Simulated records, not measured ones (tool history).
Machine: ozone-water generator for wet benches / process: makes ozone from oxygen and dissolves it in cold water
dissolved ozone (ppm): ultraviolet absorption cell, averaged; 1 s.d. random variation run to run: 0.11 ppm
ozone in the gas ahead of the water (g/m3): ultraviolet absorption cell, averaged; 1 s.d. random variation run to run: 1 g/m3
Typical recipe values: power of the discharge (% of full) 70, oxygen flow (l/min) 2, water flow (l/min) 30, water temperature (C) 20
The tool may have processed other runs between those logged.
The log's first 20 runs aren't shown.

run	day	power of the discharge (% of full)	oxygen flow (l/min)	water flow (l/min)	water temperature (C)	dissolved ozone (ppm)	ozone in the gas ahead of the water (g/m3)
21	93.954	81	1.25	41	16	5.7	265.7
22	97.7	61	1.25	41	16	4.5	205.6
23	101.383	70	3.55	43	20	5.6	117.5
24	105.138	70	3.55	43	20	5.8	118
25	109.533	70	3.55	34	23	7.1	116.7
26	115.571	70	2.43	30	23	7.8	150.6
27	119.292	44	2	30	15	5.2	112.3
28	123.746	81	1.06	18	20	13.4	291.7
29	129.2	81	1.06	18	20	13.2	289.8
# day 133.258: water thermometer calibrated
30	134.412	98	3.1	22	23	14.1	169.1
31	137.646	73	3.08	38	15	6.8	133.4

Predict each of these 3 candidate next runs independently; none follows another, all start after run 31:
A	143.358	73	1.06	19	18	?	?
B	143.358	73	3.08	38	12	?	?
C	143.358	62	3.08	38	15	?	?

run	dissolved ozone (ppm)	ozone in the gas ahead of the water (g/m3)
A	11.6	266.2
B	6.9	131.6
C	6.1	116.4
Take away the tool's hidden state, keep each run's random variation, and the runs would have read:
run	dissolved ozone (ppm)	ozone in the gas ahead of the water (g/m3)
A	12.1	275.3
B	7.4	136.1
C	6.5	119.8
